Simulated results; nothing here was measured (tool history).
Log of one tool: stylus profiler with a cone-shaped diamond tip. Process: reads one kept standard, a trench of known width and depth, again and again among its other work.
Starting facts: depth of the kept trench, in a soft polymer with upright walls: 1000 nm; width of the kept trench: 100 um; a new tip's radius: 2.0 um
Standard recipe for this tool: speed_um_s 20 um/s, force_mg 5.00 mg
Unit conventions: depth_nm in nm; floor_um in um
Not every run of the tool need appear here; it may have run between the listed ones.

run     day  speed_um_s  force_mg  depth_nm  floor_um
  1   0.000          20      5.00   1021.57     96.16
  2   1.558          20      2.50   1013.24     96.08
  3   2.217          20      2.50   1013.08     96.06
  4   2.933          20      2.50   1012.86     96.06
  5   3.917          20      2.25   1012.06     96.02
  6   5.333           6      5.00   1020.81     96.03
  7   6.458           6      8.06   1028.77     96.05
  8   7.408          20      6.05   1023.40     95.87
  9   8.646           6      5.00   1021.36     95.88
 10   9.525          11     13.37   1040.76     95.90
 11  10.425          11     13.37   1040.50     95.83
 12  11.488          37      7.89   1027.73     95.75
 13  12.583          37      7.89   1028.06     95.70
     12.671  -- height scale calibrated on a step standard
 14  13.654          37      7.89   1027.52     95.61
 15  14.575          27      8.42   1028.66     95.67
 16  15.296          74      5.00   1019.38     95.37
     15.438  -- height scale calibrated on a step standard, once more
 17  16.846          22      1.68   1010.60     95.47
 18  17.779          52      1.90   1011.29     95.29

Predict each of these 3 candidate next runs independently; none follows another, all start after run 18:
  A  19.288          52      1.90         ?         ?
  B  19.288           7      2.83         ?         ?
  C  19.288          52      6.49         ?         ?

run  depth_nm  floor_um
  A   1011.22     95.26
  B   1014.87     95.51
  C   1025.45     95.39
Stripped of hidden state, with their random variation kept, the same runs would have yielded:
run  depth_nm  floor_um
  A   1011.09     96.24
  B   1014.75     96.50
  C   1025.32     96.37
